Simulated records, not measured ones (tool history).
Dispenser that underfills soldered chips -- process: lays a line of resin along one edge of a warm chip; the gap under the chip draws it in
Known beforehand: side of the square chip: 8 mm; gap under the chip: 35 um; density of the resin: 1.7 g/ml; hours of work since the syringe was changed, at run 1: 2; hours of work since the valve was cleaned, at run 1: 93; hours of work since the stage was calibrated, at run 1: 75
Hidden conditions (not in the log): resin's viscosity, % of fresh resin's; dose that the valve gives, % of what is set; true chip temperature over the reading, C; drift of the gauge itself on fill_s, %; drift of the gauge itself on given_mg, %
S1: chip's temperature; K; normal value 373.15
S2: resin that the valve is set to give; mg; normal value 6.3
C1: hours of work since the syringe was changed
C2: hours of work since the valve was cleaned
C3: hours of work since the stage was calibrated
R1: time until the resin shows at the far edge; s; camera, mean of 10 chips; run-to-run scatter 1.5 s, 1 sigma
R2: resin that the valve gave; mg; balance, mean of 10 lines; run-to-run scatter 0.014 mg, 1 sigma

Run 1, hour 0: usual settings; C1 2; C2 93; C3 75. Result: R1 163.3 s, R2 6.11 mg.
At hour 7.7: new syringe of resin.
Run 2, hour 13.2: usual settings; C1 4; C2 103; C3 85. Result: R1 190.2 s, R2 6.06 mg.
At hour 17.8: new syringe of resin.
Run 3, hour 20.2: usual settings; C1 2; C2 108; C3 90. Result: R1 167.1 s, R2 6.07 mg.
At hour 27.8: new syringe of resin.
At hour 33.5: dispensing valve cleaned and set on the balance.
Run 4, hour 35.9: usual settings; C1 5; C2 2; C3 100. Result: R1 207.6 s, R2 6.29 mg.
At hour 39.5: new syringe of resin.
At hour 49.5: new syringe of resin.
Run 5, hour 49.8: usual settings; C1 0; C2 12; C3 110. Result: R1 146.8 s, R2 6.29 mg.
Run 6, hour 57.6: usual settings but S2 5.94 mg; C1 6; C2 18; C3 116. Result: R1 212.9 s, R2 5.89 mg.
At hour 60: new syringe of resin.
Run 7, hour 68: usual settings but S2 5.94 mg; C1 6; C2 25; C3 124. Result: R1 217.1 s, R2 5.9 mg.
At hour 70.1: new syringe of resin.
Run 8, hour 75.1: usual settings but S2 5.94 mg; C1 4; C2 30; C3 129. Result: R1 188 s, R2 5.89 mg.
At hour 80.4: new syringe of resin.
Run 9, hour 82.2: usual settings but S2 5.94 mg; C1 1; C2 36; C3 134. Result: R1 156.6 s, R2 5.87 mg.
Run 10, hour 88.8: usual settings but S2 5.94 mg; C1 6; C2 41; C3 139. Result: R1 215.2 s, R2 5.83 mg.
At hour 90.1: new syringe of resin.
Run 11, hour 96.8: usual settings but S2 5.94 mg; C1 5; C2 46; C3 145. Result: R1 200.1 s, R2 5.87 mg.
At hour 99.7: new syringe of resin.
At hour 110: new syringe of resin.
Run 12, hour 111.8: usual settings but S2 5.94 mg; C1 1; C2 57; C3 156. Result: R1 158.9 s, R2 5.81 mg.
At hour 120.3: new syringe of resin.
Run 13, hour 121.4: usual settings but S2 5.94 mg; C1 1; C2 64; C3 163. Result: R1 155.6 s, R2 5.82 mg.
Run 14, hour 127.3: usual settings but S2 5.94 mg; C1 5; C2 69; C3 167. Result: R1 205.5 s, R2 5.81 mg.
At hour 130.7: new syringe of resin.
Run 15, hour 136.1: usual settings but S1 370.15 K, S2 7.22 mg; C1 4; C2 75; C3 174. Result: R1 204.6 s, R2 7.05 mg.
At hour 140.8: new syringe of resin.
Run 16, hour 142.8: usual settings but S1 370.15 K, S2 7.22 mg; C1 2; C2 80; C3 178. Result: R1 174.5 s, R2 7.04 mg.
At hour 150.2: new syringe of resin.
Run 17, hour 151.9: usual settings but S1 385.15 K, S2 6.36 mg; C1 1; C2 87; C3 185. Result: R1 104.3 s, R2 6.17 mg.
At hour 159.8: new syringe of resin.
Run 18, hour 164.3: usual settings but S1 370.15 K, S2 6.4 mg; C1 3; C2 96; C3 194. Result: R1 194.5 s, R2 6.2 mg.
At hour 170.4: new syringe of resin.
Run 19, hour 175.9: usual settings but S1 381.15 K, S2 5.47 mg; C1 4; C2 104; C3 203. Result: R1 144.6 s, R2 5.27 mg.
At hour 180.1: new syringe of resin.
Run 20, hour 184.4: usual settings but S1 361.15 K, S2 6.05 mg; C1 3; C2 110; C3 209. Result: R1 266.6 s, R2 5.83 mg.
At hour 189.9: new syringe of resin.
At hour 193.8: dispensing valve cleaned and set on the balance.
Run 21, hour 199.8: usual settings but S1 383.15 K, S2 6.44 mg; C1 7; C2 5; C3 220. Result: R1 158.8 s, R2 6.42 mg.

What will run 22 give?
At hour 201.1: new syringe of resin.
Run 22, hour 208.9: usual settings but S2 5.81 mg; C1 6; C2 11; C3 226. Result: R1 ?, R2 ?.

Run 22 yielded R1 208.1 s, R2 5.79 mg.
With the hidden condition absent and the run-to-run variation left alone, this run would have shown R1 151.3 s, R2 5.82 mg.
